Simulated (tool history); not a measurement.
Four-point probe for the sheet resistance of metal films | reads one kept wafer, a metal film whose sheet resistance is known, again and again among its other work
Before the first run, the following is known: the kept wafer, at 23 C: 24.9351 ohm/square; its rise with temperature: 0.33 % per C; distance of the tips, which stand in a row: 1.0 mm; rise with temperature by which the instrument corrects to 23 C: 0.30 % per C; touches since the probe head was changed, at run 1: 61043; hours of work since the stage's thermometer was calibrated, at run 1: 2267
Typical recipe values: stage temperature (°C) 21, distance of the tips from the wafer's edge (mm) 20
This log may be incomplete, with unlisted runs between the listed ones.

| run | hour | stage temperature (°C) | distance of the tips from the wafer's edge (mm) | touches since the probe head was changed | hours of work since the stage's thermometer was calibrated | sheet resistance as the instrument gives it (ohm/square) |
|---|---|---|---|---|---|---|
| 1 | 0 | 21 | 20 | 61043 | 2267 | 24.782769 |
| 2 | 62.6 | 21 | 73 | 63480 | 2315 | 24.7519 |
| 3 | 103.8 | 21 | 20 | 65086 | 2347 | 24.770295 |
| 4 | 183.1 | 35 | 20 | 68173 | 2408 | 24.847152 |
| 5 | 249.6 | 21 | 20 | 70764 | 2459 | 24.768055 |
| 6 | 284.8 | 21 | 20 | 72137 | 2487 | 24.776023 |
| 7 | 339.3 | 28 | 20 | 74260 | 2529 | 24.80401 |
| 8 | 398.3 | 19 | 20 | 76556 | 2574 | 24.762986 |
| 9 | 453.1 | 21 | 20 | 78690 | 2616 | 24.765312 |
| 10 | 533.5 | 21 | 20 | 81823 | 2678 | 24.765674 |
|  | 575.1 | stage's thermometer calibrated |
| 11 | 591.6 | 21 | 20 | 84066 | 13 | 24.771553 |
| 12 | 642.5 | 21 | 20 | 86050 | 52 | 24.757981 |
| 13 | 720.4 | 25 | 20 | 89082 | 112 | 24.792783 |
| 14 | 779.4 | 25 | 20 | 91382 | 157 | 24.786305 |
| 15 | 814.8 | 25 | 20 | 92759 | 185 | 24.781514 |
|  | 859.7 | stage's thermometer calibrated, once more |
| 16 | 897.7 | 25 | 20 | 95971 | 29 | 24.751418 |
| 17 | 952.2 | 21 | 20 | 98094 | 71 | 24.727887 |
| 18 | 993.1 | 26 | 20 | 99685 | 103 | 24.750524 |
| 19 | 1045.6 | 26 | 20 | 101730 | 143 | 24.753364 |
| 20 | 1123.9 | 21 | 20 | 104780 | 204 | 24.730735 |
| 21 | 1166 | 33 | 20 | 106421 | 236 | 24.784891 |
| 22 | 1248 | 33 | 9 | 109613 | 299 | 24.922165 |
| 23 | 1291.5 | 21 | 43 | 111310 | 333 | 24.707039 |
| 24 | 1361.2 | 31 | 7 | 114022 | 386 | 25.017887 |
| 25 | 1428.7 | 30 | 22 | 116651 | 438 | 24.762446 |
| 26 | 1510 | 30 | 22 | 119820 | 501 | 24.761945 |
| 27 | 1568.5 | 33 | 12 | 122097 | 546 | 24.841865 |
| 28 | 1646.4 | 33 | 12 | 125132 | 606 | 24.84008 |
| 29 | 1717.8 | 22 | 5 | 127912 | 661 | 25.211055 |
| 30 | 1792.8 | 22 | 32 | 130834 | 719 | 24.700784 |
| 31 | 1837.6 | 24 | 3 | 132578 | 754 | 26.090336 |
| 32 | 1921.6 | 25 | 38 | 135851 | 818 | 24.711093 |
| 33 | 1963.9 | 25 | 38 | 137500 | 851 | 24.714105 |
| 34 | 2024.8 | 25 | 38 | 139870 | 898 | 24.709236 |
| 35 | 2071.8 | 20 | 31 | 141701 | 934 | 24.694725 |
| 36 | 2125.5 | 25 | 11 | 143796 | 975 | 24.819991 |
| 37 | 2191.6 | 25 | 11 | 146367 | 1026 | 24.794442 |
| 38 | 2267.6 | 21 | 12 | 149327 | 1085 | 24.762968 |
| 39 | 2319.5 | 21 | 12 | 151351 | 1125 | 24.765213 |
| 40 | 2388.5 | 29 | 45 | 154039 | 1178 | 24.713897 |
| 41 | 2448.3 | 27 | 18 | 156369 | 1224 | 24.734368 |
| 42 | 2483.2 | 33 | 33 | 157726 | 1251 | 24.740006 |
| 43 | 2532 | 33 | 20 | 159626 | 1289 | 24.754756 |

Run 44 comes next. What will it give?
| 44 | 2572.4 | 26 | 22 | 161202 | 1320 | ? |

sheet resistance as the instrument gives it (ohm/square): 24.722645
Had the tool carried no hidden state, the very same run would have given sheet resistance as the instrument gives it (ohm/square) 24.981638.
